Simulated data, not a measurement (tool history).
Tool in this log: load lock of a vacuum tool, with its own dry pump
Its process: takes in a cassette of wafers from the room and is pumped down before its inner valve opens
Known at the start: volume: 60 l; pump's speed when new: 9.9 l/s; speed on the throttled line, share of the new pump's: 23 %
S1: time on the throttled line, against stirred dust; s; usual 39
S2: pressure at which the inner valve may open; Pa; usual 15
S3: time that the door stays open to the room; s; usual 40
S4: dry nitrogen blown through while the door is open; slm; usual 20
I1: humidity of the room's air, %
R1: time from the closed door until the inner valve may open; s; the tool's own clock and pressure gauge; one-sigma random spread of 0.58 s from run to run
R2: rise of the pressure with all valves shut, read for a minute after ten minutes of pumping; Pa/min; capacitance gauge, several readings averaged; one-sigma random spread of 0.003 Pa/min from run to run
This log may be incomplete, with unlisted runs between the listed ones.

Run 1, hour 0: usual settings; I1 38. Result: R1 85.7 s, R2 0.277 Pa/min.
Run 2, hour 259: usual settings; I1 45.2. Result: R1 85.7 s, R2 0.288 Pa/min.
Run 3, hour 638.9: usual settings; I1 46. Result: R1 87 s, R2 0.294 Pa/min.
Run 4, hour 1065: usual settings; I1 46.6. Result: R1 87 s, R2 0.307 Pa/min.
Run 5, hour 1540.8: usual settings; I1 45.4. Result: R1 86.5 s, R2 0.326 Pa/min.
Run 6, hour 1945.8: usual settings but S2 12 Pa; I1 45.6. Result: R1 88.1 s, R2 0.334 Pa/min.
Run 7, hour 2382.6: usual settings but S2 12 Pa; I1 44.3. Result: R1 89.3 s, R2 0.363 Pa/min.
Run 8, hour 2854.1: usual settings but S1 57 s; I1 44.8. Result: R1 101.6 s, R2 0.372 Pa/min.
Run 9, hour 3423.6: usual settings but S1 57 s; I1 47.9. Result: R1 101.3 s, R2 0.388 Pa/min.
At hour 3639.2: door's seal changed, seat wiped.
Run 10, hour 3692.5: usual settings but S1 57 s; I1 43.7. Result: R1 101.4 s, R2 0.007 Pa/min.
Run 11, hour 4009.2: usual settings but S2 11 Pa, S3 236 s; I1 46.1. Result: R1 90.1 s, R2 0.038 Pa/min.
Run 12, hour 4537.4: usual settings but S2 11 Pa, S3 236 s; I1 45.8. Result: R1 92.9 s, R2 0.038 Pa/min.
Run 13, hour 4897.5: usual settings but S2 11 Pa, S3 236 s; I1 44. Result: R1 92.4 s, R2 0.041 Pa/min.
Run 14, hour 5169.4: usual settings but S1 42 s, S2 20 Pa, S4 18 slm; I1 43.5. Result: R1 88.3 s, R2 0.019 Pa/min.
Run 15, hour 5604.4: usual settings but S1 40 s, S2 14 Pa, S4 18 slm; I1 48.7. Result: R1 92.2 s, R2 0.027 Pa/min.
Run 16, hour 6079.6: usual settings but S1 40 s, S2 14 Pa, S4 18 slm; I1 42.1. Result: R1 90.8 s, R2 0.026 Pa/min.
Run 17, hour 6428.2: usual settings but S1 37 s, S2 27 Pa, S4 18 slm; I1 43.6. Result: R1 85.9 s, R2 0.033 Pa/min.
Run 18, hour 6987.5: usual settings but S1 20 s, S2 27 Pa, S4 18 slm; I1 44.2. Result: R1 73.6 s, R2 0.038 Pa/min.
Run 19, hour 7234.3: usual settings but S1 74 s, S2 23 Pa; I1 46.7. Result: R1 112.5 s, R2 0.043 Pa/min.

Below are 4 alternative next runs, each starting from the tool's condition after run 19. Predict each:
Run A, hour 7578.5: usual settings but S1 40 s, S3 93 s; I1 47. Result: R1 ?, R2 ?.
Run B, hour 7578.5: usual settings but S2 22 Pa, S3 220 s, S4 27 slm; I1 43.3. Result: R1 ?, R2 ?.
Run C, hour 7578.5: usual settings but S2 12 Pa, S3 28 s, S4 9 slm; I1 43.9. Result: R1 ?, R2 ?.
Run D, hour 7578.5: usual settings but S1 74 s, S3 43 s, S4 9 slm; I1 37.6. Result: R1 ?, R2 ?.

run     R1     R2
  A   92.5  0.053
  B   88.7  0.061
  C   93.6  0.044
  D  116.3  0.049
What these runs would have given with no unlogged condition in the tool:
run     R1     R2
  A   84.3  0.019
  B   80.8  0.027
  C     85   0.01
  D  109.6  0.015
